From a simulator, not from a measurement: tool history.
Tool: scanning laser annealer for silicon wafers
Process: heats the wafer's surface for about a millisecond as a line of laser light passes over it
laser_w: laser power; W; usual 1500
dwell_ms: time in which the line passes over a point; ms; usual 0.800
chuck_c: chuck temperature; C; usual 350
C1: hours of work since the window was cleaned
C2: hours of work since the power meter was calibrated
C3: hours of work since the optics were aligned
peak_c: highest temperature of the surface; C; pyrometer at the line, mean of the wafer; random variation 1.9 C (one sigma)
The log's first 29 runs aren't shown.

Run 30, hour 1060.8: usual settings but laser_w 1331 W, dwell_ms 0.682 ms; C1 283; C2 1064; C3 1184. Result: peak_c 1009 C.
Run 31, hour 1084.6: usual settings but laser_w 1339 W, dwell_ms 0.732 ms, chuck_c 353 C; C1 296; C2 1076; C3 1196. Result: peak_c 1041 C.
Run 32, hour 1134.9: usual settings but laser_w 1570 W, dwell_ms 0.854 ms, chuck_c 347 C; C1 323; C2 1103; C3 1223. Result: peak_c 1215 C.
Run 33, hour 1183.5: usual settings but laser_w 1354 W, dwell_ms 0.832 ms, chuck_c 319 C; C1 348; C2 1129; C3 1249. Result: peak_c 1067 C.
Run 34, hour 1217.3: usual settings but laser_w 1329 W, dwell_ms 0.736 ms, chuck_c 346 C; C1 366; C2 1147; C3 1267. Result: peak_c 1033 C.
Run 35, hour 1257.5: usual settings but laser_w 1367 W; C1 388; C2 1168; C3 1288. Result: peak_c 1086 C.
Run 36, hour 1313.6: usual settings but laser_w 1502 W, dwell_ms 0.722 ms, chuck_c 323 C; C1 418; C2 1198; C3 1318. Result: peak_c 1079 C.
Run 37, hour 1366.5: usual settings but laser_w 1377 W, dwell_ms 0.938 ms, chuck_c 315 C; C1 446; C2 1226; C3 1346. Result: peak_c 1122 C.
At hour 1373.9: optics aligned, line set to its width.
Run 38, hour 1426.2: usual settings but laser_w 1480 W, dwell_ms 0.667 ms, chuck_c 361 C; C1 475; C2 1255; C3 28. Result: peak_c 1081 C.
Run 39, hour 1459.8: usual settings but laser_w 1480 W, dwell_ms 0.667 ms, chuck_c 322 C; C1 493; C2 1273; C3 46. Result: peak_c 1041 C.
Run 40, hour 1516.9: usual settings but laser_w 1480 W, dwell_ms 0.667 ms, chuck_c 357 C; C1 523; C2 1303; C3 76. Result: peak_c 1076 C.
Run 41, hour 1565.7: usual settings but laser_w 1480 W, dwell_ms 0.667 ms, chuck_c 357 C; C1 549; C2 1329; C3 102. Result: peak_c 1079 C.

Forecast each of these 3 alternatives for the next run:
Run A, hour 1619.9: usual settings but laser_w 1424 W, dwell_ms 0.897 ms, chuck_c 332 C; C1 578; C2 1358; C3 131. Result: peak_c ?.
Run B, hour 1619.9: usual settings but laser_w 1580 W, dwell_ms 0.837 ms, chuck_c 335 C; C1 578; C2 1358; C3 131. Result: peak_c ?.
Run C, hour 1619.9: usual settings but laser_w 1529 W, chuck_c 367 C; C1 578; C2 1358; C3 131. Result: peak_c ?.

run  peak_c
  A    1148
  B    1196
  C    1184
Without the tool's hidden state the same runs would have given:
run  peak_c
  A    1171
  B    1220
  C    1207
